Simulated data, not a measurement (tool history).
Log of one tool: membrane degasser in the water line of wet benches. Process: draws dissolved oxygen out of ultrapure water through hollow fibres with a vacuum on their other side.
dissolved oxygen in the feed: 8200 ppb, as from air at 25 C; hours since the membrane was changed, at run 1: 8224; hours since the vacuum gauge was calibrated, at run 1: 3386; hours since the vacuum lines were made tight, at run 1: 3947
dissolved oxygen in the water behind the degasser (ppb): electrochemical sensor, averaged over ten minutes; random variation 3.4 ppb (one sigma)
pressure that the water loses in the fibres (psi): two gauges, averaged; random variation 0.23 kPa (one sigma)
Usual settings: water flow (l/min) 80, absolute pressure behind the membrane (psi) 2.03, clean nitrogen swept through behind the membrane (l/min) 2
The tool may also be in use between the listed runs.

run	day	water flow (l/min)	absolute pressure behind the membrane (psi)	clean nitrogen swept through behind the membrane (l/min)	hours since the membrane was changed	hours since the vacuum gauge was calibrated	hours since the vacuum lines were made tight	dissolved oxygen in the water behind the degasser (ppb)	pressure that the water loses in the fibres (psi)
1	0	80	2.03	2	8224	3386	3947	823.5	8.586
2	8.662	80	2.03	2	8432	3594	4155	819.6	8.58
3	15.104	80	2.36	2	8587	3749	4310	976.6	8.67
4	20.546	80	2.36	2	8717	3880	4440	978.2	8.621
5	25.925	80	2.36	2	8846	4009	4569	983.3	8.646
6	31.038	80	1.35	2	8969	4131	4692	498.6	8.689
7	35.779	80	1.35	2	9083	4245	4806	502.5	8.622
8	40.092	120	3.12	3.23	9186	4349	4909	1305.4	12.943
# day 40.533: vacuum gauge calibrated
9	48.404	120	3.12	2.97	9385	189	5108	1387	12.963
10	55.029	58	1.38	2.97	9544	348	5267	290.9	6.284
11	62.4	114	3.34	2	9721	525	5444	1839.8	12.36
12	68.733	48	1.49	2.68	9873	677	5596	300.7	5.227
13	74.95	80	1.32	3.09	10022	826	5745	360.6	8.657

Forecast each of these 5 alternatives for the next run:
A	80.854	59	3.25	1.52	10164	968	5887	?	?
B	80.854	82	3.68	5.74	10164	968	5887	?	?
C	80.854	80	2.03	1.77	10164	968	5887	?	?
D	80.854	80	1.61	3.09	10164	968	5887	?	?
E	80.854	80	2.03	1.19	10164	968	5887	?	?

run	dissolved oxygen in the water behind the degasser (ppb)	pressure that the water loses in the fibres (psi)
A	1339.5	6.386
B	707.2	8.853
C	923.4	8.63
D	465.8	8.653
E	1219.9	8.715
Without the tool's hidden state the same runs would have given:
run	dissolved oxygen in the water behind the degasser (ppb)	pressure that the water loses in the fibres (psi)
A	1302.6	6.055
B	684.2	8.393
C	877.2	8.183
D	431.3	8.202
E	1163.5	8.264

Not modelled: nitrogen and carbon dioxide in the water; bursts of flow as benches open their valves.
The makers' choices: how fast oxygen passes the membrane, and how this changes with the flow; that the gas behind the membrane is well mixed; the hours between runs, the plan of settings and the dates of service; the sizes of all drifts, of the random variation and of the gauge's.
